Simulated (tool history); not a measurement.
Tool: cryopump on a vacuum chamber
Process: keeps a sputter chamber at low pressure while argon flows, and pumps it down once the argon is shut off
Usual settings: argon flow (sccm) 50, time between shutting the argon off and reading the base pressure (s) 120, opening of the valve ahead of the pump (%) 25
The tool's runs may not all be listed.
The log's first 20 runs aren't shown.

run	hour	argon flow (sccm)	time between shutting the argon off and reading the base pressure (s)	opening of the valve ahead of the pump (%)	hours of work since the pump was warmed up and emptied	hours of work since the cold head was overhauled	hours of work since the chamber's fittings were tightened	pressure while argon flows (Pa)	pressure after the wait (uPa)
21	415.7	41	195	25	668	668	1260	0.1402	0.82
22	439.3	58	195	36	687	687	1279	0.1414	0.90
23	458.3	34	207	50	702	702	1294	0.0608	0.89
24	487.5	34	207	50	725	725	1317	0.0611	0.83
25	509.2	28	41	59	742	742	1334	0.0442	1.42
26	530.8	28	41	59	759	759	1351	0.0436	1.41
27	543.8	28	41	59	769	769	1361	0.0434	1.38
28	558.6	47	41	59	781	781	1373	0.0748	1.40
29	574.8	46	120	25	793	793	1386	0.1596	1.01
30	595.2	46	120	25	809	809	1402	0.1590	1.01
31	610.1	46	120	25	821	821	1414	0.1600	1.00
32	629.4	46	120	25	836	836	1429	0.1599	1.06
33	655.2	78	33	22	857	857	1449	0.3047	1.60
34	682.9	78	33	22	879	879	1471	0.3080	1.64
35	701.6	36	41	17	893	893	1486	0.1820	1.50

3 ways to go on from here, each from the tool as it stands after run 35. What would each give?
A	724.3	42	41	17	911	911	1504	?	?
B	724.3	64	23	27	911	911	1504	?	?
C	724.3	67	120	25	911	911	1504	?	?

run	pressure while argon flows (Pa)	pressure after the wait (uPa)
A	0.2112	1.49
B	0.2078	2.02
C	0.2327	1.06
Without the tool's hidden state the same runs would have given:
run	pressure while argon flows (Pa)	pressure after the wait (uPa)
A	0.2011	0.78
B	0.1925	1.28
C	0.2167	0.33

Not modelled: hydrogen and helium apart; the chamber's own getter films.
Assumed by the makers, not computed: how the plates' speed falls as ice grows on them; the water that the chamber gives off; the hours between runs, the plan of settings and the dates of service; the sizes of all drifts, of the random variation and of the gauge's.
